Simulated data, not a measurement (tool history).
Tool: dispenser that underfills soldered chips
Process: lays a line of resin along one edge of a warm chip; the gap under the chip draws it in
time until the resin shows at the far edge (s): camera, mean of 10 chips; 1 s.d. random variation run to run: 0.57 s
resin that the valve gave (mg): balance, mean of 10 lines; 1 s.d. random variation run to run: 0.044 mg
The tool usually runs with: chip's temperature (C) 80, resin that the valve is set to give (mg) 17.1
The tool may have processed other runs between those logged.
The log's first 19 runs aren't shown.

run   hour  chip's temperature (C)  resin that the valve is set to give (mg)  time until the resin shows at the far edge (s)  resin that the valve gave (mg)
 20   83.1                      70                                      17.1                                              96                           17.05
 21   86.8                      70                                      17.1                                           108.8                              17
      87.9  -- new syringe of resin
 22   91.1                      75                                      21.2                                            60.6                           20.97
 23   95.2                      83                                      17.7                                            56.5                           17.47
 24    101                      79                                      15.6                                            79.2                           15.34
     103.6  -- new syringe of resin
 25  104.9                      77                                        22                                            52.3                           21.71
 26  110.8                      77                                        22                                            65.4                           21.51
 27  113.9                      77                                        22                                              71                           21.46
 28    117                      73                                        15                                            99.5                           14.65
     119.2  -- new syringe of resin
 29  122.2                      74                                      20.2                                            62.4                           19.61
 30  126.6                      89                                      19.6                                            46.4                           19.05
 31  129.1                      89                                      19.6                                            51.7                           18.95

Alternative continuations, all from the tool just after run 31; predict every row:
  A  131.6                      94                                      22.2                                               ?                               ?
  B  131.6                      80                                      19.6                                               ?                               ?
  C  131.6                      88                                      17.1                                               ?                               ?
  D  131.6                      79                                      16.9                                               ?                               ?
  E  131.6                      80                                      19.6                                               ?                               ?

run  time until the resin shows at the far edge (s)  resin that the valve gave (mg)
  A                                            48.6                           21.55
  B                                            72.3                           18.97
  C                                            58.9                           16.59
  D                                            78.7                           16.37
  E                                            74.3                              19
The same runs, with their run-to-run variation unchanged, on a tool lacking any hidden condition would have given:
run  time until the resin shows at the far edge (s)  resin that the valve gave (mg)
  A                                            31.7                           22.24
  B                                            46.7                           19.58
  C                                            37.9                           17.12
  D                                            50.5                            16.9
  E                                            47.9                           19.61

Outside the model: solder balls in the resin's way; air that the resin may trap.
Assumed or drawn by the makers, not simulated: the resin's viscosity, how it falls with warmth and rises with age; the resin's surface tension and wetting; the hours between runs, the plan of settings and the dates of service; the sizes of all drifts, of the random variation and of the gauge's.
